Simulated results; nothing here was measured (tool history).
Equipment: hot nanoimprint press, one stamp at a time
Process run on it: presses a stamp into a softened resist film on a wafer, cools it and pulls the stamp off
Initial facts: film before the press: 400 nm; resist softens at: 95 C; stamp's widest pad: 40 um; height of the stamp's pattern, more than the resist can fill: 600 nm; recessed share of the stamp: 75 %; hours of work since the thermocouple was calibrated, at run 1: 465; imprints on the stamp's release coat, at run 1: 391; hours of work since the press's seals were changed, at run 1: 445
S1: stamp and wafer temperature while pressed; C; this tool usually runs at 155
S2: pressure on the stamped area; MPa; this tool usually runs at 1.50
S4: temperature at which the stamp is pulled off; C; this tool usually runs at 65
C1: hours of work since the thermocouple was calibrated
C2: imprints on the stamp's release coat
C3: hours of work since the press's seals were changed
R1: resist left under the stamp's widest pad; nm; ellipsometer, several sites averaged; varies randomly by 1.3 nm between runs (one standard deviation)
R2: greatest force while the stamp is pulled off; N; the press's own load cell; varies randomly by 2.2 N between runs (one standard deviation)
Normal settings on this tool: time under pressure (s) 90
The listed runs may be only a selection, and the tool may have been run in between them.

Run 1, hour 0.0: usual settings; C1 465; C2 391; C3 445. Result: R1 218.8 nm, R2 112 N.
Run 2, hour 22.1: usual settings; C1 477; C2 459; C3 457. Result: R1 222.3 nm, R2 111 N.
At hour 35.9: plate thermocouple calibrated.
Run 3, hour 46.7: usual settings but S2 1.22 MPa; C1 6; C2 526; C3 469. Result: R1 231.7 nm, R2 116 N.
Run 4, hour 64.3: usual settings but S2 1.22 MPa; C1 16; C2 580; C3 479. Result: R1 233.9 nm, R2 114 N.
Run 5, hour 80.7: usual settings; C1 25; C2 631; C3 488. Result: R1 217.5 nm, R2 123 N.
Run 6, hour 104.6: usual settings but S2 1.22 MPa, time under pressure (s) 70; C1 38; C2 705; C3 501. Result: R1 249.5 nm, R2 121 N.
Run 7, hour 127.1: usual settings but S1 147 C, S2 1.06 MPa, time under pressure (s) 45, S4 53 C; C1 51; C2 774; C3 513. Result: R1 339.7 nm, R2 143 N.
Run 8, hour 142.4: usual settings but S2 2.39 MPa, S4 67 C; C1 59; C2 821; C3 522. Result: R1 172.2 nm, R2 121 N.
Run 9, hour 163.6: usual settings but S2 2.39 MPa, S4 67 C; C1 71; C2 886; C3 534. Result: R1 174.5 nm, R2 126 N.
Run 10, hour 180.2: usual settings but S1 148 C, S2 1.63 MPa, S4 67 C; C1 80; C2 938; C3 543. Result: R1 260.0 nm, R2 127 N.

5 options for the next run, each taken on its own from the tool as it stands now. Forecast them:
Run A, hour 200.1: usual settings but S4 52 C; C1 91; C2 999; C3 554. Result: R1 ?, R2 ?.
Run B, hour 200.1: usual settings but S1 165 C, S2 2.07 MPa, S4 54 C; C1 91; C2 999; C3 554. Result: R1 ?, R2 ?.
Run C, hour 200.1: usual settings but S1 159 C, S2 1.34 MPa; C1 91; C2 999; C3 554. Result: R1 ?, R2 ?.
Run D, hour 200.1: usual settings but S1 151 C, S2 1.05 MPa, time under pressure (s) 134; C1 91; C2 999; C3 554. Result: R1 ?, R2 ?.
Run E, hour 200.1: usual settings but S1 145 C, S2 1.31 MPa, S4 58 C; C1 91; C2 999; C3 554. Result: R1 ?, R2 ?.

run     R1   R2
  A  215.3  159
  B  135.6  153
  C  202.9  124
  D  251.4  131
  E  296.9  146
Stripped of hidden state, with their random variation kept, the same runs would have yielded:
run     R1   R2
  A  209.2  116
  B  129.9  111
  C  197.5   90
  D  246.4   95
  E  291.6  106
